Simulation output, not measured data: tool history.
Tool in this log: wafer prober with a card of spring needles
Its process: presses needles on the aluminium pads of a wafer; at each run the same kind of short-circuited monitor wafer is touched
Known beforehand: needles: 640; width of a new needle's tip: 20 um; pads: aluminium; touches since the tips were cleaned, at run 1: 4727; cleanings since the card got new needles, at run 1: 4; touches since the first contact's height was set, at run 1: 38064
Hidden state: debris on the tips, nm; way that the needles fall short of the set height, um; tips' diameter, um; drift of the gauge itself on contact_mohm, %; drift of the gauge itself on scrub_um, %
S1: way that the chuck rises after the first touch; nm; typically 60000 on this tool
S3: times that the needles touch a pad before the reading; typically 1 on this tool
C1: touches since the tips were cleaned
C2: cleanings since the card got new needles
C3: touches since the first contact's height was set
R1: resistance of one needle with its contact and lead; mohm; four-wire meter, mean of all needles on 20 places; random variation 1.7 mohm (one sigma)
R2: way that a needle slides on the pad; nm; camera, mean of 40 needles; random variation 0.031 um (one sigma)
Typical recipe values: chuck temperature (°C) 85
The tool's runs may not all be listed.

{"run": 1, "hour": 0.0, "S1": 60000, "chuck temperature (°C)": 85, "S3": 1, "C1": 4727, "C2": 4, "C3": 38064, "R1": 167, "R2": 14450}
{"hour": 7.3, "done": "tips cleaned on abrasive film"}
{"run": 2, "hour": 13.6, "S1": 60000, "chuck temperature (°C)": 85, "S3": 1, "C1": 2460, "C2": 5, "C3": 43313, "R1": 169, "R2": 14470}
{"run": 3, "hour": 24.6, "S1": 60000, "chuck temperature (°C)": 85, "S3": 1, "C1": 6765, "C2": 5, "C3": 47618, "R1": 166, "R2": 14440}
{"hour": 26.5, "done": "tips cleaned on abrasive film"}
{"run": 4, "hour": 33.0, "S1": 60000, "chuck temperature (°C)": 85, "S3": 1, "C1": 2524, "C2": 6, "C3": 50826, "R1": 167, "R2": 14480}
{"hour": 46.3, "done": "tips cleaned on abrasive film"}
{"run": 5, "hour": 46.7, "S1": 60000, "chuck temperature (°C)": 85, "S3": 1, "C1": 169, "C2": 7, "C3": 56136, "R1": 167, "R2": 14440}
{"run": 6, "hour": 54.6, "S1": 67000, "chuck temperature (°C)": 85, "S3": 1, "C1": 3234, "C2": 7, "C3": 59201, "R1": 162, "R2": 16100}
{"run": 7, "hour": 60.9, "S1": 60000, "chuck temperature (°C)": 85, "S3": 1, "C1": 5708, "C2": 7, "C3": 61675, "R1": 165, "R2": 14430}
{"hour": 66.0, "done": "tips cleaned on abrasive film"}
{"run": 8, "hour": 68.0, "S1": 60000, "chuck temperature (°C)": 85, "S3": 1, "C1": 802, "C2": 8, "C3": 64399, "R1": 165, "R2": 14450}
{"run": 9, "hour": 77.6, "S1": 60000, "chuck temperature (°C)": 85, "S3": 2, "C1": 4544, "C2": 8, "C3": 68141, "R1": 167, "R2": 14410}
{"hour": 85.5, "done": "tips cleaned on abrasive film"}
{"run": 10, "hour": 89.3, "S1": 60000, "chuck temperature (°C)": 85, "S3": 2, "C1": 1489, "C2": 9, "C3": 72652, "R1": 168, "R2": 14440}
{"run": 11, "hour": 99.3, "S1": 60000, "chuck temperature (°C)": 85, "S3": 2, "C1": 5366, "C2": 9, "C3": 76529, "R1": 167, "R2": 14380}
{"hour": 104.6, "done": "tips cleaned on abrasive film"}
{"run": 12, "hour": 105.6, "S1": 60000, "chuck temperature (°C)": 85, "S3": 2, "C1": 366, "C2": 10, "C3": 78949, "R1": 166, "R2": 14420}
{"run": 13, "hour": 112.6, "S1": 60000, "chuck temperature (°C)": 85, "S3": 2, "C1": 3094, "C2": 10, "C3": 81677, "R1": 167, "R2": 14410}
{"run": 14, "hour": 119.7, "S1": 60000, "chuck temperature (°C)": 85, "S3": 1, "C1": 5866, "C2": 10, "C3": 84449, "R1": 167, "R2": 14450}
{"hour": 124.5, "done": "tips cleaned on abrasive film"}
{"run": 15, "hour": 131.5, "S1": 60000, "chuck temperature (°C)": 85, "S3": 1, "C1": 2695, "C2": 11, "C3": 88991, "R1": 165, "R2": 14340}
{"run": 16, "hour": 138.7, "S1": 60000, "chuck temperature (°C)": 85, "S3": 1, "C1": 5528, "C2": 11, "C3": 91824, "R1": 166, "R2": 14360}
{"hour": 144.3, "done": "tips cleaned on abrasive film"}
{"run": 17, "hour": 150.8, "S1": 60000, "chuck temperature (°C)": 85, "S3": 1, "C1": 2549, "C2": 12, "C3": 96504, "R1": 167, "R2": 14410}
{"run": 18, "hour": 163.2, "S1": 47000, "chuck temperature (°C)": 85, "S3": 1, "C1": 7350, "C2": 12, "C3": 101305, "R1": 174, "R2": 11280}
{"hour": 164.4, "done": "tips cleaned on abrasive film"}
{"run": 19, "hour": 174.1, "S1": 47000, "chuck temperature (°C)": 85, "S3": 1, "C1": 3775, "C2": 13, "C3": 105518, "R1": 173, "R2": 11260}
{"hour": 183.5, "done": "tips cleaned on abrasive film"}
{"run": 20, "hour": 187.4, "S1": 47000, "chuck temperature (°C)": 85, "S3": 1, "C1": 1547, "C2": 14, "C3": 110677, "R1": 172, "R2": 11230}
{"run": 21, "hour": 199.3, "S1": 56000, "chuck temperature (°C)": 116, "S3": 1, "C1": 6166, "C2": 14, "C3": 115296, "R1": 174, "R2": 13350}
{"hour": 202.8, "done": "tips cleaned on abrasive film"}
{"run": 22, "hour": 206.0, "S1": 56000, "chuck temperature (°C)": 116, "S3": 1, "C1": 1272, "C2": 15, "C3": 117885, "R1": 173, "R2": 13380}
{"run": 23, "hour": 213.7, "S1": 63000, "chuck temperature (°C)": 31, "S3": 1, "C1": 4264, "C2": 15, "C3": 120877, "R1": 156, "R2": 15090}
{"hour": 222.8, "done": "tips cleaned on abrasive film"}
{"run": 24, "hour": 222.8, "S1": 63000, "chuck temperature (°C)": 31, "S3": 1, "C1": 0, "C2": 16, "C3": 124375, "R1": 154, "R2": 15020}
{"run": 25, "hour": 230.2, "S1": 46000, "chuck temperature (°C)": 120, "S3": 1, "C1": 2864, "C2": 16, "C3": 127239, "R1": 182, "R2": 10970}
{"run": 26, "hour": 239.4, "S1": 53000, "chuck temperature (°C)": 89, "S3": 2, "C1": 6465, "C2": 16, "C3": 130840, "R1": 170, "R2": 12660}
{"hour": 242.7, "done": "tips cleaned on abrasive film"}
{"run": 27, "hour": 250.0, "S1": 53000, "chuck temperature (°C)": 89, "S3": 2, "C1": 2862, "C2": 17, "C3": 134947, "R1": 175, "R2": 12670}
{"run": 28, "hour": 257.4, "S1": 58000, "chuck temperature (°C)": 85, "S3": 1, "C1": 5734, "C2": 17, "C3": 137819, "R1": 167, "R2": 13830}
{"hour": 261.9, "done": "tips cleaned on abrasive film"}
{"run": 29, "hour": 266.9, "S1": 58000, "chuck temperature (°C)": 85, "S3": 1, "C1": 1946, "C2": 18, "C3": 141482, "R1": 168, "R2": 13800}
{"run": 30, "hour": 279.6, "S1": 58000, "chuck temperature (°C)": 85, "S3": 1, "C1": 6878, "C2": 18, "C3": 146414, "R1": 166, "R2": 13810}
{"hour": 281.1, "done": "tips cleaned on abrasive film"}
{"run": 31, "hour": 292.2, "S1": 66000, "chuck temperature (°C)": 65, "S3": 3, "C1": 4325, "C2": 19, "C3": 151279, "R1": 157, "R2": 15700}
{"hour": 300.5, "done": "tips cleaned on abrasive film"}
{"run": 32, "hour": 301.8, "S1": 66000, "chuck temperature (°C)": 65, "S3": 3, "C1": 504, "C2": 20, "C3": 155003, "R1": 160, "R2": 15680}
{"run": 33, "hour": 308.2, "S1": 42000, "chuck temperature (°C)": 55, "S3": 2, "C1": 2998, "C2": 20, "C3": 157497, "R1": 172, "R2": 9980}
{"run": 34, "hour": 316.8, "S1": 42000, "chuck temperature (°C)": 55, "S3": 2, "C1": 6319, "C2": 20, "C3": 160818, "R1": 170, "R2": 9980}

3 options for the next run, each taken on its own from the tool as it stands now. Forecast them:
{"hour": 320.4, "done": "tips cleaned on abrasive film"}
{"run": "A", "hour": 329.7, "S1": 42000, "chuck temperature (°C)": 57, "S3": 2, "C1": 3622, "C2": 21, "C3": 165800, "R1": "?", "R2": "?"}
{"hour": 320.4, "done": "tips cleaned on abrasive film"}
{"run": "B", "hour": 329.7, "S1": 79000, "chuck temperature (°C)": 55, "S3": 1, "C1": 3622, "C2": 21, "C3": 165800, "R1": "?", "R2": "?"}
{"hour": 320.4, "done": "tips cleaned on abrasive film"}
{"run": "C", "hour": 329.7, "S1": 63000, "chuck temperature (°C)": 44, "S3": 1, "C1": 3622, "C2": 21, "C3": 165800, "R1": "?", "R2": "?"}

run=A R1=169 R2=9990
run=B R1=154 R2=18730
run=C R1=157 R2=14960
With the hidden condition removed and each run's random variation left untouched, the same runs would have given:
run=A R1=169 R2=10160
run=B R1=154 R2=19050
run=C R1=157 R2=15220

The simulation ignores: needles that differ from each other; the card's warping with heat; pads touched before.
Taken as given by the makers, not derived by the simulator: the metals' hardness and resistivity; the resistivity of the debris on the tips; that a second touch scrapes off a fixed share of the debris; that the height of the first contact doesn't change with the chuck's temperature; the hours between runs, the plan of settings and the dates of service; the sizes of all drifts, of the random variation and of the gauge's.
